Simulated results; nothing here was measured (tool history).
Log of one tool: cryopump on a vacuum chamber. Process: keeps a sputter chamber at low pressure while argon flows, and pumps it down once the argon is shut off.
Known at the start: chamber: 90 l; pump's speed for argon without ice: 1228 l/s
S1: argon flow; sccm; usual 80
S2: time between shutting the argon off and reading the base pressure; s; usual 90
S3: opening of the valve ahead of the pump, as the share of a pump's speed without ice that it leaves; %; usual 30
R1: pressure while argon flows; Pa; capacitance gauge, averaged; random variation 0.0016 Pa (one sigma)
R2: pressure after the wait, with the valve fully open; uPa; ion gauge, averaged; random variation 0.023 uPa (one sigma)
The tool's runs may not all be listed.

run,hour,S1,S2,S3,R1,R2
1,0.0,80,90,30,0.3767,1.51
2,9.0,80,90,30,0.3780,1.52
3,19.1,80,90,30,0.3750,1.53
4,30.9,80,127,30,0.3765,1.41
5,44.3,80,127,24,0.4652,1.42
6,56.4,80,127,24,0.4719,1.40
7,64.8,80,127,24,0.4687,1.38
8,77.9,80,127,24,0.4688,1.48
9,92.4,80,291,24,0.4710,1.27
10,103.8,80,291,24,0.4736,1.24
11,111.9,80,291,29,0.3926,1.22
12,120.3,80,291,23,0.4902,1.23
13,136.6,80,90,58,0.2024,1.58
14,151.1,80,90,58,0.2007,1.62
15,160.3,123,230,30,0.5791,1.29
16,175.9,80,90,42,0.2738,1.61
17,190.5,80,232,46,0.2533,1.29
18,202.7,80,232,46,0.2505,1.34
19,212.7,69,232,16,0.6064,1.30
20,224.9,69,42,22,0.4430,2.28
21,237.5,60,90,30,0.2856,1.67
22,255.5,141,123,18,1.1085,1.52

The next listed run, before its measurement:
23,264.6,45,167,34,?,?

R1: 0.1897 Pa
R2: 1.46 uPa
Without the tool's hidden state the same run would have given R1 0.1816 Pa, R2 0.54 uPa.

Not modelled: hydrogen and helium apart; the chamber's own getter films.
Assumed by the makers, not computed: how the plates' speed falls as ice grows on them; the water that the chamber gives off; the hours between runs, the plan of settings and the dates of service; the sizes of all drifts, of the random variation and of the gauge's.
